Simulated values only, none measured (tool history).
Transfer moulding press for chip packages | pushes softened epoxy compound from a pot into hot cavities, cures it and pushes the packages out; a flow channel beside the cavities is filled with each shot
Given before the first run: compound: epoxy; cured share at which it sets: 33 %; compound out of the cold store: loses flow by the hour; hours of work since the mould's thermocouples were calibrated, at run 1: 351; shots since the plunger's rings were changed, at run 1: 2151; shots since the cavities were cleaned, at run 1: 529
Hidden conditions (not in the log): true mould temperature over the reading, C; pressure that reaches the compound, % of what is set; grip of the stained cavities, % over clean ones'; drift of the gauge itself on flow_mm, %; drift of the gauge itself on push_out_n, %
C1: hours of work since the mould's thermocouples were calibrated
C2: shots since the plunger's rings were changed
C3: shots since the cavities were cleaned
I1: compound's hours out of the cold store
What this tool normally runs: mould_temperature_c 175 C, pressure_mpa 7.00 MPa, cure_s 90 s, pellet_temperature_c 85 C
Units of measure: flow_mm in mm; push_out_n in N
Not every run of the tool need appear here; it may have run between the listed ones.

{"run": 1, "hour": 0.0, "mould_temperature_c": 175, "pressure_mpa": 7.0, "cure_s": 90, "pellet_temperature_c": 85, "C1": 351, "C2": 2151, "C3": 529, "I1": 40.4, "flow_mm": 861, "push_out_n": 438}
{"run": 2, "hour": 60.8, "mould_temperature_c": 175, "pressure_mpa": 7.0, "cure_s": 90, "pellet_temperature_c": 87, "C1": 379, "C2": 2675, "C3": 1053, "I1": 25.0, "flow_mm": 893, "push_out_n": 494}
{"hour": 69.7, "done": "cavities cleaned with cleaning compound and waxed"}
{"run": 3, "hour": 119.0, "mould_temperature_c": 175, "pressure_mpa": 7.0, "cure_s": 90, "pellet_temperature_c": 87, "C1": 405, "C2": 3163, "C3": 425, "I1": 34.0, "flow_mm": 876, "push_out_n": 575}
{"run": 4, "hour": 167.9, "mould_temperature_c": 175, "pressure_mpa": 7.0, "cure_s": 90, "pellet_temperature_c": 85, "C1": 428, "C2": 3584, "C3": 846, "I1": 42.4, "flow_mm": 840, "push_out_n": 523}
{"hour": 201.9, "done": "cavities cleaned with cleaning compound and waxed"}
{"run": 5, "hour": 255.7, "mould_temperature_c": 175, "pressure_mpa": 7.0, "cure_s": 90, "pellet_temperature_c": 83, "C1": 468, "C2": 4327, "C3": 463, "I1": 29.5, "flow_mm": 875, "push_out_n": 413}
{"run": 6, "hour": 301.5, "mould_temperature_c": 175, "pressure_mpa": 7.0, "cure_s": 90, "pellet_temperature_c": 85, "C1": 490, "C2": 4721, "C3": 857, "I1": 34.0, "flow_mm": 854, "push_out_n": 502}
{"hour": 333.4, "done": "cavities cleaned with cleaning compound and waxed"}
{"hour": 373.9, "done": "plunger's sealing rings changed"}
{"run": 7, "hour": 387.4, "mould_temperature_c": 181, "pressure_mpa": 7.0, "cure_s": 90, "pellet_temperature_c": 85, "C1": 528, "C2": 117, "C3": 443, "I1": 36.7, "flow_mm": 870, "push_out_n": 382}
{"hour": 463.4, "done": "cavities cleaned with cleaning compound and waxed"}
{"hour": 466.4, "done": "cavities cleaned with cleaning compound and waxed, once more"}
{"run": 8, "hour": 466.4, "mould_temperature_c": 181, "pressure_mpa": 7.0, "cure_s": 90, "pellet_temperature_c": 85, "C1": 563, "C2": 771, "C3": 0, "I1": 26.8, "flow_mm": 904, "push_out_n": 233}
{"run": 9, "hour": 542.9, "mould_temperature_c": 181, "pressure_mpa": 7.0, "cure_s": 90, "pellet_temperature_c": 85, "C1": 599, "C2": 1430, "C3": 659, "I1": 22.3, "flow_mm": 904, "push_out_n": 429}
{"hour": 563.0, "done": "mould's thermocouples calibrated"}
{"run": 10, "hour": 588.4, "mould_temperature_c": 180, "pressure_mpa": 7.0, "cure_s": 90, "pellet_temperature_c": 85, "C1": 12, "C2": 1804, "C3": 1033, "I1": 43.4, "flow_mm": 836, "push_out_n": 437}
{"hour": 601.3, "done": "cavities cleaned with cleaning compound and waxed"}
{"run": 11, "hour": 626.2, "mould_temperature_c": 180, "pressure_mpa": 7.0, "cure_s": 90, "pellet_temperature_c": 85, "C1": 29, "C2": 2117, "C3": 215, "I1": 43.7, "flow_mm": 837, "push_out_n": 329}
{"run": 12, "hour": 705.6, "mould_temperature_c": 175, "pressure_mpa": 7.0, "cure_s": 90, "pellet_temperature_c": 85, "C1": 66, "C2": 2800, "C3": 898, "I1": 21.6, "flow_mm": 897, "push_out_n": 504}
{"hour": 733.6, "done": "cavities cleaned with cleaning compound and waxed"}
{"run": 13, "hour": 791.1, "mould_temperature_c": 175, "pressure_mpa": 7.0, "cure_s": 90, "pellet_temperature_c": 85, "C1": 105, "C2": 3524, "C3": 495, "I1": 41.4, "flow_mm": 854, "push_out_n": 432}
{"run": 14, "hour": 847.4, "mould_temperature_c": 175, "pressure_mpa": 7.0, "cure_s": 90, "pellet_temperature_c": 85, "C1": 131, "C2": 4009, "C3": 980, "I1": 24.7, "flow_mm": 883, "push_out_n": 514}
{"hour": 862.6, "done": "cavities cleaned with cleaning compound and waxed"}
{"run": 15, "hour": 924.6, "mould_temperature_c": 175, "pressure_mpa": 7.0, "cure_s": 90, "pellet_temperature_c": 85, "C1": 166, "C2": 4661, "C3": 534, "I1": 47.0, "flow_mm": 827, "push_out_n": 426}
{"hour": 990.9, "done": "cavities cleaned with cleaning compound and waxed"}
{"hour": 1004.3, "done": "plunger's sealing rings changed"}
{"run": 16, "hour": 1004.9, "mould_temperature_c": 171, "pressure_mpa": 7.0, "cure_s": 90, "pellet_temperature_c": 85, "C1": 202, "C2": 6, "C3": 100, "I1": 40.2, "flow_mm": 900, "push_out_n": 369}
{"run": 17, "hour": 1045.8, "mould_temperature_c": 171, "pressure_mpa": 7.0, "cure_s": 90, "pellet_temperature_c": 85, "C1": 221, "C2": 357, "C3": 451, "I1": 40.3, "flow_mm": 890, "push_out_n": 482}
{"hour": 1120.6, "done": "cavities cleaned with cleaning compound and waxed"}
{"run": 18, "hour": 1133.8, "mould_temperature_c": 171, "pressure_mpa": 7.0, "cure_s": 78, "pellet_temperature_c": 83, "C1": 261, "C2": 1102, "C3": 113, "I1": 32.5, "flow_mm": 909, "push_out_n": 503}

What will run 19 give?
{"run": 19, "hour": 1178.5, "mould_temperature_c": 174, "pressure_mpa": 5.56, "cure_s": 79, "pellet_temperature_c": 87, "C1": 282, "C2": 1487, "C3": 498, "I1": 37.4, "flow_mm": "?", "push_out_n": "?"}

flow_mm: 791 mm
push_out_n: 520 N
With the hidden condition absent and the run-to-run variation left alone, this run would have shown flow_mm 805 mm, push_out_n 324 N.
